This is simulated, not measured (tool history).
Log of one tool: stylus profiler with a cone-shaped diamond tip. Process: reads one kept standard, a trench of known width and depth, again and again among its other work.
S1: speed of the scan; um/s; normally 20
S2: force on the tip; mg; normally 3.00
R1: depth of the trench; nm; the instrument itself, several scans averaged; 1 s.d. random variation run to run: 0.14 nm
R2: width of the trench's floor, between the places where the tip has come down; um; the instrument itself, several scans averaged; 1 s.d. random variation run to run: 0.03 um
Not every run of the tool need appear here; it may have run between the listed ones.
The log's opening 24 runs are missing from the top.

| run | day | S1 | S2 | R1 | R2 |
|---|---|---|---|---|---|
| 25 | 70.542 | 17 | 6.00 | 512.58 | 95.51 |
| 26 | 72.671 | 17 | 6.00 | 512.24 | 95.49 |
| 27 | 75.921 | 11 | 6.31 | 513.13 | 95.47 |
| 28 | 79.608 | 20 | 1.55 | 502.95 | 95.36 |
| 29 | 83.358 | 17 | 7.82 | 514.88 | 95.37 |
|  | 83.646 | height scale calibrated on a step standard |
| 30 | 86.483 | 9 | 1.13 | 500.33 | 95.28 |
| 31 | 90.212 | 12 | 1.69 | 501.49 | 95.20 |
| 32 | 93.033 | 12 | 1.69 | 501.83 | 95.18 |
|  | 95.900 | new tip fitted, height scale calibrated |
| 33 | 96.188 | 51 | 2.58 | 508.80 | 97.29 |
| 34 | 100.438 | 53 | 1.21 | 505.30 | 97.10 |
| 35 | 102.521 | 71 | 1.49 | 505.91 | 96.98 |
| 36 | 105.396 | 76 | 1.55 | 506.37 | 96.87 |
| 37 | 108.217 | 76 | 1.55 | 506.10 | 96.76 |
|  | 109.650 | height scale calibrated on a step standard, once more |
| 38 | 111.292 | 17 | 2.49 | 508.43 | 96.95 |
| 39 | 115.562 | 9 | 1.87 | 506.80 | 96.91 |
| 40 | 119.350 | 26 | 3.69 | 510.77 | 96.73 |
| 41 | 123.021 | 5 | 3.47 | 510.35 | 96.80 |
| 42 | 125.754 | 5 | 3.47 | 510.00 | 96.62 |
| 43 | 127.667 | 61 | 4.37 | 511.93 | 96.56 |

Predict each of these 5 candidate next runs independently; none follows another, all start after run 43:
| A | 130.446 | 20 | 8.77 | ? | ? |
| B | 130.446 | 30 | 5.67 | ? | ? |
| C | 130.446 | 18 | 4.37 | ? | ? |
| D | 130.446 | 61 | 4.87 | ? | ? |
| E | 130.446 | 52 | 5.30 | ? | ? |

| run | R1 | R2 |
|---|---|---|
| A | 519.20 | 96.59 |
| B | 514.35 | 96.59 |
| C | 511.71 | 96.56 |
| D | 512.90 | 96.44 |
| E | 513.52 | 96.53 |
Without the tool's hidden state the same runs would have given:
| run | R1 | R2 |
|---|---|---|
| A | 520.02 | 97.36 |
| B | 515.16 | 97.35 |
| C | 512.51 | 97.33 |
| D | 513.71 | 97.21 |
| E | 514.33 | 97.30 |
